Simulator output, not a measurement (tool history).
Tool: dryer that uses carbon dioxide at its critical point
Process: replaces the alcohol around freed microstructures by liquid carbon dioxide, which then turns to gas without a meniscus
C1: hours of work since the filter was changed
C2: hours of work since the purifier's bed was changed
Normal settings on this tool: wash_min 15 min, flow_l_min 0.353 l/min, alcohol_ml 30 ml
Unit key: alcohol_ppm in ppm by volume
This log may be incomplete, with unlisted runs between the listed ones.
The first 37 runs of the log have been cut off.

run 38 hour=1306.3 | wash_min=15 flow_l_min=0.353 alcohol_ml=34 | C1=99 C2=458 | alcohol_ppm=824
run 39 hour=1344.6 | wash_min=15 flow_l_min=0.264 alcohol_ml=38 | C1=121 C2=479 | alcohol_ppm=2111
run 40 hour=1368.5 | wash_min=10 flow_l_min=0.242 alcohol_ml=38 | C1=134 C2=492 | alcohol_ppm=6373
run 41 hour=1397.1 | wash_min=10 flow_l_min=0.365 alcohol_ml=104 | C1=150 C2=508 | alcohol_ppm=7154
-- hour=1407.1 inlet filter changed
run 42 hour=1442.6 | wash_min=21 flow_l_min=0.448 alcohol_ml=75 | C1=20 C2=533 | alcohol_ppm=302
run 43 hour=1491.3 | wash_min=21 flow_l_min=0.448 alcohol_ml=75 | C1=47 C2=560 | alcohol_ppm=322
-- hour=1513.3 purifier's bed changed
run 44 hour=1537.4 | wash_min=21 flow_l_min=0.448 alcohol_ml=75 | C1=70 C2=13 | alcohol_ppm=60
run 45 hour=1581.2 | wash_min=21 flow_l_min=0.284 alcohol_ml=75 | C1=95 C2=38 | alcohol_ppm=796

Alternative continuations, all from the tool just after run 45; predict every row:
run A hour=1602.8 | wash_min=15 flow_l_min=0.284 alcohol_ml=68 | C1=107 C2=50 | alcohol_ppm=?
run B hour=1602.8 | wash_min=19 flow_l_min=0.236 alcohol_ml=24 | C1=107 C2=50 | alcohol_ppm=?
run C hour=1602.8 | wash_min=9 flow_l_min=0.407 alcohol_ml=75 | C1=107 C2=50 | alcohol_ppm=?
run D hour=1602.8 | wash_min=20 flow_l_min=0.284 alcohol_ml=75 | C1=107 C2=50 | alcohol_ppm=?
run E hour=1602.8 | wash_min=15 flow_l_min=0.353 alcohol_ml=67 | C1=107 C2=50 | alcohol_ppm=?

run=A alcohol_ppm=2615
run=B alcohol_ppm=795
run=C alcohol_ppm=4731
run=D alcohol_ppm=993
run=E alcohol_ppm=1198
Stripped of hidden state, with their random variation kept, the same runs would have yielded:
run=A alcohol_ppm=2152
run=B alcohol_ppm=632
run=C alcohol_ppm=4014
run=D alcohol_ppm=756
run=E alcohol_ppm=932

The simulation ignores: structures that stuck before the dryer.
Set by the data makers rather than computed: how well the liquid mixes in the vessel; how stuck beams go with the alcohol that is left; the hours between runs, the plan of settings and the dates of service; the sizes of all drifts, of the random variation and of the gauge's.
